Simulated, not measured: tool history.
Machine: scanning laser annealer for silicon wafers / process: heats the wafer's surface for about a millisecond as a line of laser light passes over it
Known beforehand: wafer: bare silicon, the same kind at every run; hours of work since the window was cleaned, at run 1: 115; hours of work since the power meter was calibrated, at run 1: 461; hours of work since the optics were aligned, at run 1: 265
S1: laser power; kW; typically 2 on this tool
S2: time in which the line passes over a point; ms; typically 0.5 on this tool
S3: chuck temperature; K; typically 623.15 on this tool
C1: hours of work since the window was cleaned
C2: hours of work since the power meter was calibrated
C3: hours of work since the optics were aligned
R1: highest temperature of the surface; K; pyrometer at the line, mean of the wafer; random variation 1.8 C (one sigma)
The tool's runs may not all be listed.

run 1 hour=0 | S1=2 S2=0.5 S3=623.15 | C1=115 C2=461 C3=265 | R1=1333.15
run 2 hour=12.5 | S1=2 S2=0.5 S3=623.15 | C1=122 C2=468 C3=272 | R1=1332.15
run 3 hour=25.7 | S1=2 S2=0.5 S3=623.15 | C1=128 C2=475 C3=279 | R1=1335.15
run 4 hour=42.8 | S1=1.777 S2=0.5 S3=623.15 | C1=137 C2=484 C3=288 | R1=1233.15
run 5 hour=57.1 | S1=1.777 S2=0.5 S3=623.15 | C1=145 C2=491 C3=295 | R1=1232.15
run 6 hour=70.1 | S1=2 S2=0.5 S3=623.15 | C1=152 C2=498 C3=302 | R1=1335.15
run 7 hour=81.1 | S1=2 S2=0.5 S3=623.15 | C1=157 C2=504 C3=308 | R1=1336.15
run 8 hour=91 | S1=2.064 S2=0.5 S3=623.15 | C1=162 C2=509 C3=313 | R1=1360.15
run 9 hour=101.3 | S1=1.947 S2=0.402 S3=607.15 | C1=168 C2=514 C3=318 | R1=1220.15
run 10 hour=117.3 | S1=1.827 S2=0.388 S3=648.15 | C1=176 C2=522 C3=326 | R1=1204.15
run 11 hour=138.4 | S1=2 S2=0.5 S3=592.15 | C1=187 C2=533 C3=337 | R1=1303.15
run 12 hour=150.1 | S1=2 S2=0.5 S3=647.15 | C1=193 C2=540 C3=344 | R1=1355.15
run 13 hour=167.6 | S1=2 S2=0.544 S3=596.15 | C1=202 C2=549 C3=353 | R1=1336.15
run 14 hour=181.5 | S1=1.938 S2=0.5 S3=592.15 | C1=209 C2=556 C3=360 | R1=1270.15
run 15 hour=197.1 | S1=2 S2=0.567 S3=611.15 | C1=218 C2=564 C3=368 | R1=1366.15
run 16 hour=215 | S1=2 S2=0.567 S3=662.15 | C1=227 C2=573 C3=377 | R1=1417.15

What if the next run were any one of these 5? Each begins from the tool's condition after run 16:
run A hour=232.2 | S1=1.731 S2=0.356 S3=623.15 | C1=236 C2=582 C3=386 | R1=?
run B hour=232.2 | S1=2 S2=0.441 S3=640.15 | C1=236 C2=582 C3=386 | R1=?
run C hour=232.2 | S1=2 S2=0.409 S3=662.15 | C1=236 C2=582 C3=386 | R1=?
run D hour=232.2 | S1=2 S2=0.363 S3=631.15 | C1=236 C2=582 C3=386 | R1=?
run E hour=232.2 | S1=2 S2=0.358 S3=599.15 | C1=236 C2=582 C3=386 | R1=?

run=A R1=1113.15
run=B R1=1301.15
run=C R1=1299.15
run=D R1=1228.15
run=E R1=1196.15
The same runs, with their run-to-run variation unchanged, on a tool lacking any hidden condition would have given:
run=A R1=1125.15
run=B R1=1318.15
run=C R1=1314.15
run=D R1=1243.15
run=E R1=1210.15
